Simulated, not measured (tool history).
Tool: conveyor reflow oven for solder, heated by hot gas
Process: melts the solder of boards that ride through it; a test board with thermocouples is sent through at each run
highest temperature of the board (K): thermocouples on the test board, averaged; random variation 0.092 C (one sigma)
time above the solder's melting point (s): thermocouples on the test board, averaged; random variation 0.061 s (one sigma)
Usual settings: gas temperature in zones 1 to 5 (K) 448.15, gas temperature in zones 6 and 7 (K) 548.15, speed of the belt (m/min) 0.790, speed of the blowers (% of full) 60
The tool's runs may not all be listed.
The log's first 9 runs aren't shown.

run,day,gas temperature in zones 1 to 5 (K),gas temperature in zones 6 and 7 (K),speed of the belt (m/min),speed of the blowers (% of full),highest temperature of the board (K),time above the solder's melting point (s)
10,5.375,448.15,548.15,0.790,61,532.93,49.79
11,6.017,448.15,548.15,0.886,60,528.65,41.79
12,6.750,448.15,548.15,0.886,60,528.63,41.73
13,7.242,455.15,548.15,0.886,60,529.91,44.40
14,7.612,448.15,548.15,0.917,60,527.23,39.58
15,8.029,448.15,548.15,0.917,60,527.44,39.47
16,8.421,448.15,548.15,0.917,60,527.12,39.58
17,8.850,448.15,548.15,0.917,60,527.26,39.61
18,9.446,440.15,561.15,0.822,69,544.52,50.55
19,10.129,438.15,560.15,0.790,60,541.69,50.90
# day 10.658: flux residue cleaned out of gas plates and filters
20,10.846,448.15,548.15,0.701,69,538.30,59.47
21,11.496,441.15,548.15,0.910,69,529.41,39.69
22,12.292,461.15,548.15,0.790,55,533.21,53.75
23,12.796,461.15,548.15,0.790,55,533.29,53.66
24,13.596,461.15,559.15,0.774,55,543.83,58.88
25,14.300,461.15,559.15,0.774,55,543.78,58.95
26,14.971,457.15,548.15,0.774,55,533.12,53.53
27,15.671,448.15,548.15,0.926,60,527.00,38.94
28,16.225,448.15,552.15,0.790,60,536.08,51.19

Forecast run 29:
29,16.767,440.15,552.15,0.753,77,?,?

Run 29 gave highest temperature of the board (K) 541.05, time above the solder's melting point (s) 54.24.
Without the tool's hidden state the same run would have given highest temperature of the board (K) 541.09, time above the solder's melting point (s) 54.24.
